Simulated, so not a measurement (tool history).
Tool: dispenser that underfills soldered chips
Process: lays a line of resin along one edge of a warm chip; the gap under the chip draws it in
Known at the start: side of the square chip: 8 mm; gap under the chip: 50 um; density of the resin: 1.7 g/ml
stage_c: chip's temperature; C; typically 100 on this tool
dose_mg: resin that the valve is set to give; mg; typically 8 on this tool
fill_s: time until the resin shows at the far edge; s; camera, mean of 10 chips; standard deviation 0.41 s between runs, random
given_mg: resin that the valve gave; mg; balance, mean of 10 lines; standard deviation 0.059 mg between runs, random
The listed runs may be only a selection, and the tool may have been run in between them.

Run 1, hour 0: usual settings. Result: fill_s 40.1 s, given_mg 7.77 mg.
At hour 1.8: new syringe of resin.
Run 2, hour 5.8: usual settings. Result: fill_s 33.6 s, given_mg 7.87 mg.
At hour 10.1: new syringe of resin.
Run 3, hour 10.1: usual settings. Result: fill_s 27.8 s, given_mg 7.7 mg.
Run 4, hour 15: usual settings but stage_c 89 C. Result: fill_s 52.3 s, given_mg 7.72 mg.
At hour 18.7: new syringe of resin.
Run 5, hour 21.1: usual settings but dose_mg 7.66 mg. Result: fill_s 32.4 s, given_mg 7.3 mg.
At hour 27: new syringe of resin.
Run 6, hour 28: usual settings but stage_c 85 C. Result: fill_s 51 s, given_mg 7.69 mg.
Run 7, hour 31.8: usual settings but stage_c 93 C, dose_mg 9.06 mg. Result: fill_s 43.9 s, given_mg 8.63 mg.
At hour 35.4: new syringe of resin.
Run 8, hour 38.4: usual settings but stage_c 98 C. Result: fill_s 35.8 s, given_mg 7.6 mg.
At hour 43.6: new syringe of resin.
Run 9, hour 43.6: usual settings but stage_c 108 C, dose_mg 8.22 mg. Result: fill_s 21.9 s, given_mg 7.76 mg.
Run 10, hour 48.9: usual settings but stage_c 108 C, dose_mg 8.22 mg. Result: fill_s 28.6 s, given_mg 7.76 mg.
At hour 51.8: new syringe of resin.
Run 11, hour 55.4: usual settings but dose_mg 7.53 mg. Result: fill_s 34.5 s, given_mg 7.19 mg.

Had the tool no unlogged condition, and each run kept its random variation, what would the results have been?
Unlogged tool condition in this case: resin's viscosity, % of fresh resin's; dose that the valve gives, % of what is set; true chip temperature over the reading, C; drift of the gauge itself on fill_s, %; drift of the gauge itself on given_mg, %.
run  fill_s  given_mg
  1    27.4      7.94
  2    26.8      8.07
  3    27.6      7.92
  4    40.1      7.97
  5    27.2      7.57
  6    46.8      8.01
  7    33.1      9.01
  8    29.2      7.97
  9    21.2      8.17
 10      21      8.19
 11    27.5      7.62
